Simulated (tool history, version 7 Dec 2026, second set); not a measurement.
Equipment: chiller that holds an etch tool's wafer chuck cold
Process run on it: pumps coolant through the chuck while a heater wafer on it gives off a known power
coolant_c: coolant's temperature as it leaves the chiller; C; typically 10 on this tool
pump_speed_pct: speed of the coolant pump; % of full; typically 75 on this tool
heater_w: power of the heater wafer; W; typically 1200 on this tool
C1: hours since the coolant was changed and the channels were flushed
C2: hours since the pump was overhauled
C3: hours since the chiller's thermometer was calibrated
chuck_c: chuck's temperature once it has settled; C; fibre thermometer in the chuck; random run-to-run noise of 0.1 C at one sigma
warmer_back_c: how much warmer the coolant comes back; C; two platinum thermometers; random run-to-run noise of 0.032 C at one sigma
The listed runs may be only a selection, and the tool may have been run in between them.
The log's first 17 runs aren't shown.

run 18 hour=763.7 | coolant_c=16 pump_speed_pct=71 heater_w=691 | C1=3508 C2=3204 C3=1426 | chuck_c=22.4 warmer_back_c=2.21
run 19 hour=795.3 | coolant_c=16 pump_speed_pct=71 heater_w=691 | C1=3540 C2=3235 C3=1458 | chuck_c=22.6 warmer_back_c=2.15
run 20 hour=855.1 | coolant_c=2 pump_speed_pct=73 heater_w=614 | C1=3600 C2=3295 C3=1518 | chuck_c=7.8 warmer_back_c=1.88
run 21 hour=892.2 | coolant_c=19 pump_speed_pct=75 heater_w=1200 | C1=3637 C2=3332 C3=1555 | chuck_c=29.8 warmer_back_c=3.59
run 22 hour=936.6 | coolant_c=6 pump_speed_pct=64 heater_w=1578 | C1=3681 C2=3377 C3=1599 | chuck_c=22.1 warmer_back_c=5.59
run 23 hour=980.2 | coolant_c=0 pump_speed_pct=75 heater_w=1200 | C1=3725 C2=3420 C3=1643 | chuck_c=10.8 warmer_back_c=3.52
run 24 hour=1015.1 | coolant_c=17 pump_speed_pct=81 heater_w=1200 | C1=3759 C2=3455 C3=1678 | chuck_c=27.1 warmer_back_c=3.27
run 25 hour=1040.6 | coolant_c=12 pump_speed_pct=81 heater_w=1619 | C1=3785 C2=3481 C3=1703 | chuck_c=25.8 warmer_back_c=4.42
run 26 hour=1069.7 | coolant_c=4 pump_speed_pct=65 heater_w=1122 | C1=3814 C2=3510 C3=1732 | chuck_c=15.3 warmer_back_c=3.9
run 27 hour=1128.5 | coolant_c=1 pump_speed_pct=88 heater_w=1200 | C1=3873 C2=3568 C3=1791 | chuck_c=10.5 warmer_back_c=2.96
run 28 hour=1157 | coolant_c=12 pump_speed_pct=89 heater_w=1200 | C1=3901 C2=3597 C3=1820 | chuck_c=21.5 warmer_back_c=2.99
run 29 hour=1189.8 | coolant_c=10 pump_speed_pct=75 heater_w=1200 | C1=3934 C2=3630 C3=1852 | chuck_c=21 warmer_back_c=3.51
run 30 hour=1246.7 | coolant_c=12 pump_speed_pct=96 heater_w=1223 | C1=3991 C2=3687 C3=1909 | chuck_c=21.2 warmer_back_c=2.78
run 31 hour=1290.4 | coolant_c=12 pump_speed_pct=96 heater_w=1223 | C1=4035 C2=3730 C3=1953 | chuck_c=21.1 warmer_back_c=2.78

What if the next run were any one of these 3? Each begins from the tool's condition after run 31:
run A hour=1333.7 | coolant_c=10 pump_speed_pct=65 heater_w=1200 | C1=4078 C2=3774 C3=1996 | chuck_c=? warmer_back_c=?
run B hour=1333.7 | coolant_c=16 pump_speed_pct=75 heater_w=1020 | C1=4078 C2=3774 C3=1996 | chuck_c=? warmer_back_c=?
run C hour=1333.7 | coolant_c=3 pump_speed_pct=96 heater_w=1223 | C1=4078 C2=3774 C3=1996 | chuck_c=? warmer_back_c=?

run=A chuck_c=22.1 warmer_back_c=4.1
run=B chuck_c=25.4 warmer_back_c=2.98
run=C chuck_c=12.2 warmer_back_c=2.74
What these runs would have given with no unlogged condition in the tool:
run=A chuck_c=22.1 warmer_back_c=4.1
run=B chuck_c=25.4 warmer_back_c=2.98
run=C chuck_c=12.2 warmer_back_c=2.74

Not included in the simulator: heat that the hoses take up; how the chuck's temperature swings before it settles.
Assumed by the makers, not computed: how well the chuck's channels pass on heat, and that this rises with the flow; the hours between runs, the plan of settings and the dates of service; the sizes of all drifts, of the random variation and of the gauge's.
